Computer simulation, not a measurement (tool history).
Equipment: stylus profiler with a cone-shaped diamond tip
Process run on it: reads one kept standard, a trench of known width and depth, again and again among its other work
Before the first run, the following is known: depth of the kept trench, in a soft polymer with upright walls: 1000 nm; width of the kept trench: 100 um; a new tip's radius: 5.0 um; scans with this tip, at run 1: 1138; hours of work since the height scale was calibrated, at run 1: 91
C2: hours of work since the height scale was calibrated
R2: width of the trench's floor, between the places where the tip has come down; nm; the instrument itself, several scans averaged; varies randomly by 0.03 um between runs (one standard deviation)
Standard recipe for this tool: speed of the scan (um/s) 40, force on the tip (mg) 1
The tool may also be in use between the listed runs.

run 1 hour=0 | speed_of_the_scan_(um/s)=40 force_on_the_tip_(mg)=1 | scans_with_this_tip=1138 C2=91 | depth_of_the_trench_(nm)=1009.56 R2=93460
run 2 hour=15.7 | speed_of_the_scan_(um/s)=40 force_on_the_tip_(mg)=1.6 | scans_with_this_tip=1217 C2=98 | depth_of_the_trench_(nm)=1012.99 R2=93400
run 3 hour=37.5 | speed_of_the_scan_(um/s)=40 force_on_the_tip_(mg)=1.6 | scans_with_this_tip=1327 C2=107 | depth_of_the_trench_(nm)=1013.22 R2=93470
run 4 hour=59.3 | speed_of_the_scan_(um/s)=40 force_on_the_tip_(mg)=1.6 | scans_with_this_tip=1437 C2=115 | depth_of_the_trench_(nm)=1013.15 R2=93380
run 5 hour=73.6 | speed_of_the_scan_(um/s)=62 force_on_the_tip_(mg)=1.6 | scans_with_this_tip=1509 C2=121 | depth_of_the_trench_(nm)=1013.36 R2=93290
run 6 hour=90.4 | speed_of_the_scan_(um/s)=62 force_on_the_tip_(mg)=1.6 | scans_with_this_tip=1594 C2=128 | depth_of_the_trench_(nm)=1013.45 R2=93290
run 7 hour=109.2 | speed_of_the_scan_(um/s)=10 force_on_the_tip_(mg)=1 | scans_with_this_tip=1689 C2=136 | depth_of_the_trench_(nm)=1009.58 R2=93480
run 8 hour=127.8 | speed_of_the_scan_(um/s)=10 force_on_the_tip_(mg)=1 | scans_with_this_tip=1783 C2=143 | depth_of_the_trench_(nm)=1009.62 R2=93400
run 9 hour=145.6 | speed_of_the_scan_(um/s)=10 force_on_the_tip_(mg)=1 | scans_with_this_tip=1872 C2=150 | depth_of_the_trench_(nm)=1009.94 R2=93390
run 10 hour=163.2 | speed_of_the_scan_(um/s)=40 force_on_the_tip_(mg)=2.28 | scans_with_this_tip=1961 C2=158 | depth_of_the_trench_(nm)=1016.73 R2=93220
run 11 hour=174 | speed_of_the_scan_(um/s)=40 force_on_the_tip_(mg)=2.28 | scans_with_this_tip=2015 C2=162 | depth_of_the_trench_(nm)=1017 R2=93270
run 12 hour=196.6 | speed_of_the_scan_(um/s)=40 force_on_the_tip_(mg)=2.28 | scans_with_this_tip=2130 C2=171 | depth_of_the_trench_(nm)=1016.98 R2=93200
run 13 hour=215.8 | speed_of_the_scan_(um/s)=40 force_on_the_tip_(mg)=2.42 | scans_with_this_tip=2226 C2=179 | depth_of_the_trench_(nm)=1017.32 R2=93150
run 14 hour=227.5 | speed_of_the_scan_(um/s)=40 force_on_the_tip_(mg)=2.42 | scans_with_this_tip=2285 C2=184 | depth_of_the_trench_(nm)=1017.3 R2=93240
run 15 hour=237.9 | speed_of_the_scan_(um/s)=40 force_on_the_tip_(mg)=1 | scans_with_this_tip=2338 C2=188 | depth_of_the_trench_(nm)=1009.9 R2=93080
run 16 hour=254.6 | speed_of_the_scan_(um/s)=40 force_on_the_tip_(mg)=1 | scans_with_this_tip=2422 C2=195 | depth_of_the_trench_(nm)=1009.62 R2=93080
run 17 hour=266.8 | speed_of_the_scan_(um/s)=40 force_on_the_tip_(mg)=1 | scans_with_this_tip=2483 C2=200 | depth_of_the_trench_(nm)=1009.85 R2=93060
-- hour=268.3 height scale calibrated on a step standard
run 18 hour=281.2 | speed_of_the_scan_(um/s)=40 force_on_the_tip_(mg)=1 | scans_with_this_tip=2553 C2=5 | depth_of_the_trench_(nm)=1010.3 R2=93020
run 19 hour=302.8 | speed_of_the_scan_(um/s)=40 force_on_the_tip_(mg)=1 | scans_with_this_tip=2662 C2=14 | depth_of_the_trench_(nm)=1010.07 R2=92950
run 20 hour=315.6 | speed_of_the_scan_(um/s)=40 force_on_the_tip_(mg)=1 | scans_with_this_tip=2727 C2=19 | depth_of_the_trench_(nm)=1010.28 R2=93000
run 21 hour=327.9 | speed_of_the_scan_(um/s)=40 force_on_the_tip_(mg)=1 | scans_with_this_tip=2789 C2=24 | depth_of_the_trench_(nm)=1010.01 R2=92990
run 22 hour=344.1 | speed_of_the_scan_(um/s)=40 force_on_the_tip_(mg)=2.55 | scans_with_this_tip=2870 C2=31 | depth_of_the_trench_(nm)=1018.34 R2=92960
run 23 hour=368.6 | speed_of_the_scan_(um/s)=40 force_on_the_tip_(mg)=0.72 | scans_with_this_tip=2994 C2=41 | depth_of_the_trench_(nm)=1008.58 R2=92850
-- hour=376.2 height scale calibrated on a step standard, once more
run 24 hour=388.7 | speed_of_the_scan_(um/s)=40 force_on_the_tip_(mg)=0.72 | scans_with_this_tip=3093 C2=5 | depth_of_the_trench_(nm)=1007.6 R2=92870
run 25 hour=409.7 | speed_of_the_scan_(um/s)=40 force_on_the_tip_(mg)=0.72 | scans_with_this_tip=3199 C2=14 | depth_of_the_trench_(nm)=1007.29 R2=92820
run 26 hour=434.8 | speed_of_the_scan_(um/s)=103 force_on_the_tip_(mg)=0.84 | scans_with_this_tip=3326 C2=24 | depth_of_the_trench_(nm)=1008.42 R2=92410
run 27 hour=447.3 | speed_of_the_scan_(um/s)=72 force_on_the_tip_(mg)=0.64 | scans_with_this_tip=3389 C2=29 | depth_of_the_trench_(nm)=1006.6 R2=92510
run 28 hour=467 | speed_of_the_scan_(um/s)=72 force_on_the_tip_(mg)=0.64 | scans_with_this_tip=3488 C2=37 | depth_of_the_trench_(nm)=1007.12 R2=92530
run 29 hour=481.9 | speed_of_the_scan_(um/s)=137 force_on_the_tip_(mg)=1.38 | scans_with_this_tip=3563 C2=43 | depth_of_the_trench_(nm)=1011.47 R2=92360
run 30 hour=496 | speed_of_the_scan_(um/s)=10 force_on_the_tip_(mg)=0.46 | scans_with_this_tip=3634 C2=49 | depth_of_the_trench_(nm)=1005.79 R2=92850
run 31 hour=520.7 | speed_of_the_scan_(um/s)=122 force_on_the_tip_(mg)=0.46 | scans_with_this_tip=3759 C2=59 | depth_of_the_trench_(nm)=1005.56 R2=91930
run 32 hour=537.5 | speed_of_the_scan_(um/s)=122 force_on_the_tip_(mg)=1.77 | scans_with_this_tip=3843 C2=65 | depth_of_the_trench_(nm)=1013.87 R2=92370
run 33 hour=557.2 | speed_of_the_scan_(um/s)=69 force_on_the_tip_(mg)=1.74 | scans_with_this_tip=3943 C2=73 | depth_of_the_trench_(nm)=1013.83 R2=92610
run 34 hour=577.3 | speed_of_the_scan_(um/s)=39 force_on_the_tip_(mg)=2.44 | scans_with_this_tip=4044 C2=81 | depth_of_the_trench_(nm)=1017.6 R2=92640
run 35 hour=598.4 | speed_of_the_scan_(um/s)=39 force_on_the_tip_(mg)=2.44 | scans_with_this_tip=4150 C2=90 | depth_of_the_trench_(nm)=1017 R2=92690
run 36 hour=609.4 | speed_of_the_scan_(um/s)=27 force_on_the_tip_(mg)=0.51 | scans_with_this_tip=4206 C2=94 | depth_of_the_trench_(nm)=1006.14 R2=92590
run 37 hour=632.7 | speed_of_the_scan_(um/s)=40 force_on_the_tip_(mg)=0.36 | scans_with_this_tip=4323 C2=104 | depth_of_the_trench_(nm)=1004.77 R2=92420
run 38 hour=643.5 | speed_of_the_scan_(um/s)=90 force_on_the_tip_(mg)=1.4 | scans_with_this_tip=4378 C2=108 | depth_of_the_trench_(nm)=1012.37 R2=92340
run 39 hour=660.6 | speed_of_the_scan_(um/s)=45 force_on_the_tip_(mg)=1.76 | scans_with_this_tip=4464 C2=115 | depth_of_the_trench_(nm)=1014.26 R2=92480
run 40 hour=672.1 | speed_of_the_scan_(um/s)=119 force_on_the_tip_(mg)=0.55 | scans_with_this_tip=4522 C2=120 | depth_of_the_trench_(nm)=1006.75 R2=91850
run 41 hour=686.7 | speed_of_the_scan_(um/s)=136 force_on_the_tip_(mg)=0.78 | scans_with_this_tip=4596 C2=126 | depth_of_the_trench_(nm)=1008.11 R2=91890
run 42 hour=699.2 | speed_of_the_scan_(um/s)=136 force_on_the_tip_(mg)=0.78 | scans_with_this_tip=4658 C2=131 | depth_of_the_trench_(nm)=1008.41 R2=91870
run 43 hour=720.5 | speed_of_the_scan_(um/s)=136 force_on_the_tip_(mg)=0.78 | scans_with_this_tip=4766 C2=140 | depth_of_the_trench_(nm)=1008.38 R2=91860
run 44 hour=735.8 | speed_of_the_scan_(um/s)=26 force_on_the_tip_(mg)=1.46 | scans_with_this_tip=4843 C2=146 | depth_of_the_trench_(nm)=1012.75 R2=92490
run 45 hour=753.9 | speed_of_the_scan_(um/s)=26 force_on_the_tip_(mg)=1.46 | scans_with_this_tip=4934 C2=153 | depth_of_the_trench_(nm)=1012.38 R2=92500
run 46 hour=776 | speed_of_the_scan_(um/s)=36 force_on_the_tip_(mg)=2.2 | scans_with_this_tip=5046 C2=162 | depth_of_the_trench_(nm)=1016.63 R2=92390

Describe how what the log doesn't record of the tool's condition differs between the last listed run preceding each entry between runs and the first listed run following it.
Runs 17 to 18: height scale calibrated on a step standard (hour 268.3)
  radius of the tip, um: 6.21 -> 6.25; height scale over the true one, %: 0.055 -> 0.069
  measured minus no-state result, depth of the trench (nm): +0.56 -> +0.7; R2: -760 -> -780 nm
Runs 23 to 24: height scale calibrated on a step standard, once more (hour 376.2)
  radius of the tip, um: 6.45 -> 6.5; height scale over the true one, %: 0.084 -> -0.007
  measured minus no-state result, depth of the trench (nm): +0.85 -> -0.07; R2: -900 -> -930 nm

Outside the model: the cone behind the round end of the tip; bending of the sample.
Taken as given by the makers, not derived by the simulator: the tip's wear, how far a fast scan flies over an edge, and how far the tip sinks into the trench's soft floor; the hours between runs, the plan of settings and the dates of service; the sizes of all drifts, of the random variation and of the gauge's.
